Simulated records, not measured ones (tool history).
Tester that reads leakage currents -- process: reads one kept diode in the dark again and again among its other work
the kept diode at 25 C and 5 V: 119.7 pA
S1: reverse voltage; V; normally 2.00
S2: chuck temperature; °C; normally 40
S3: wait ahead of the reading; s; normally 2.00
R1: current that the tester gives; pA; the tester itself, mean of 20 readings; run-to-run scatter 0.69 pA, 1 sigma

Run 1, hour 0.0: usual settings. Result: R1 251.65 pA.
Run 2, hour 35.6: usual settings. Result: R1 251.51 pA.
Run 3, hour 69.3: usual settings. Result: R1 252.38 pA.
Run 4, hour 91.0: usual settings. Result: R1 251.74 pA.
Run 5, hour 118.9: usual settings but S3 0.40 s. Result: R1 253.09 pA.
Run 6, hour 141.2: usual settings but S2 22 °C. Result: R1 65.68 pA.
Run 7, hour 176.4: usual settings but S2 22 °C. Result: R1 65.68 pA.
Run 8, hour 207.6: usual settings but S2 22 °C. Result: R1 65.77 pA.
Run 9, hour 243.7: usual settings but S2 22 °C. Result: R1 66.05 pA.
Run 10, hour 279.2: usual settings but S2 22 °C. Result: R1 66.27 pA.
At hour 285.4: probe card cleaned and baked.
Run 11, hour 317.7: usual settings but S2 22 °C. Result: R1 66.55 pA.
Run 12, hour 345.9: usual settings but S3 0.90 s. Result: R1 254.01 pA.
At hour 366.2: probe card cleaned and baked, once more.
Run 13, hour 368.0: usual settings but S2 35 °C, S3 0.57 s. Result: R1 177.37 pA.
Run 14, hour 406.1: usual settings but S2 35 °C, S3 0.57 s. Result: R1 177.90 pA.
Run 15, hour 437.7: usual settings but S1 10.36 V, S2 54 °C, S3 0.75 s. Result: R1 1538.57 pA.
Run 16, hour 468.9: usual settings but S1 3.32 V, S2 30 °C, S3 0.31 s. Result: R1 159.80 pA.
Run 17, hour 493.3: usual settings but S1 3.32 V, S2 30 °C, S3 0.31 s. Result: R1 161.87 pA.
Run 18, hour 514.1: usual settings but S1 3.32 V, S2 30 °C, S3 0.31 s. Result: R1 161.07 pA.
Run 19, hour 537.0: usual settings but S1 3.32 V, S2 30 °C, S3 2.45 s. Result: R1 159.79 pA.
Run 20, hour 574.8: usual settings but S1 1.06 V, S2 31 °C, S3 1.60 s. Result: R1 95.32 pA.
Run 21, hour 605.9: usual settings but S1 1.06 V, S2 31 °C, S3 1.60 s. Result: R1 95.28 pA.

3 ways to go on from here, each from the tool as it stands after run 21. What would each give?
Run A, hour 633.4: usual settings but S1 3.41 V, S2 32 °C, S3 9.01 s. Result: R1 ?.
Run B, hour 633.4: usual settings but S1 8.39 V, S2 32 °C, S3 1.67 s. Result: R1 ?.
Run C, hour 633.4: usual settings but S2 23 °C. Result: R1 ?.

run      R1
  A  189.29
  B  302.06
  C   72.22
Stripped of hidden state, with their random variation kept, the same runs would have yielded:
run      R1
  A  168.55
  B  268.66
  C   63.76

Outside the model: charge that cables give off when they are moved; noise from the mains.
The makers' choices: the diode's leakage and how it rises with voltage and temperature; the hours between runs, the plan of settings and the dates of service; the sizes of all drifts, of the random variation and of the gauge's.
